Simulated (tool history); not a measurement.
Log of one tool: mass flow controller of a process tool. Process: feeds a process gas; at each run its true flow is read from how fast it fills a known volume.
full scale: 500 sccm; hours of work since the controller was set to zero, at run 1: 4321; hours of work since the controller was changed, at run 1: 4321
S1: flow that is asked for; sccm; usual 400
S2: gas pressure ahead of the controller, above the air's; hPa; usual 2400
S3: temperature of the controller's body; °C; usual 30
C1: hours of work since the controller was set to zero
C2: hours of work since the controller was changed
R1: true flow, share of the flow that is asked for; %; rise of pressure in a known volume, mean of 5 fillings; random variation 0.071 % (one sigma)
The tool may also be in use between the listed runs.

run 1 hour=0 | S1=400 S2=2400 S3=30 | C1=4321 C2=4321 | R1=100.08
run 2 hour=172.7 | S1=400 S2=2400 S3=22 | C1=4400 C2=4400 | R1=99.83
run 3 hour=457.5 | S1=400 S2=2400 S3=22 | C1=4529 C2=4529 | R1=99.97
run 4 hour=707.3 | S1=400 S2=2630 S3=30 | C1=4642 C2=4642 | R1=100.32
run 5 hour=931.3 | S1=400 S2=2400 S3=30 | C1=4744 C2=4744 | R1=100.37
run 6 hour=1145.2 | S1=400 S2=2400 S3=30 | C1=4841 C2=4841 | R1=100.43
run 7 hour=1420.9 | S1=400 S2=2400 S3=30 | C1=4966 C2=4966 | R1=100.28
run 8 hour=1650.7 | S1=400 S2=2640 S3=30 | C1=5070 C2=5070 | R1=100.58
run 9 hour=1929.3 | S1=400 S2=2640 S3=30 | C1=5196 C2=5196 | R1=100.52
run 10 hour=2095.9 | S1=105 S2=2400 S3=30 | C1=5272 C2=5272 | R1=100.02
run 11 hour=2362.3 | S1=105 S2=2400 S3=30 | C1=5393 C2=5393 | R1=99.93
run 12 hour=2540.7 | S1=105 S2=2400 S3=30 | C1=5474 C2=5474 | R1=100.1
run 13 hour=2791.6 | S1=105 S2=2400 S3=30 | C1=5587 C2=5587 | R1=100.16
run 14 hour=3055.6 | S1=400 S2=2400 S3=30 | C1=5707 C2=5707 | R1=100.88
run 15 hour=3337.5 | S1=400 S2=2400 S3=30 | C1=5835 C2=5835 | R1=101.02
run 16 hour=3488.6 | S1=400 S2=2400 S3=30 | C1=5904 C2=5904 | R1=100.99
run 17 hour=3722.3 | S1=400 S2=2400 S3=30 | C1=6010 C2=6010 | R1=101.21
run 18 hour=4049.9 | S1=400 S2=2400 S3=30 | C1=6158 C2=6158 | R1=101.2
run 19 hour=4208.7 | S1=400 S2=2400 S3=33 | C1=6230 C2=6230 | R1=101.47
run 20 hour=4424.8 | S1=400 S2=2400 S3=33 | C1=6328 C2=6328 | R1=101.36
-- hour=4742.4 gauge calibrated
run 21 hour=4759.4 | S1=100 S2=2400 S3=30 | C1=6480 C2=6480 | R1=99.36
run 22 hour=4937.7 | S1=400 S2=2400 S3=30 | C1=6561 C2=6561 | R1=100.03
run 23 hour=5112.8 | S1=400 S2=2400 S3=30 | C1=6640 C2=6640 | R1=100.23
run 24 hour=5440.7 | S1=400 S2=2400 S3=30 | C1=6789 C2=6789 | R1=100.4
run 25 hour=5691.4 | S1=400 S2=1730 S3=37 | C1=6903 C2=6903 | R1=100.32
run 26 hour=5914.1 | S1=400 S2=1730 S3=37 | C1=7004 C2=7004 | R1=100.35

Forecast run 27:
run 27 hour=6209 | S1=99 S2=1800 S3=30 | C1=7137 C2=7137 | R1=?

R1: 99.69 %
Without the tool's hidden state the same run would have given R1 99.25 %.
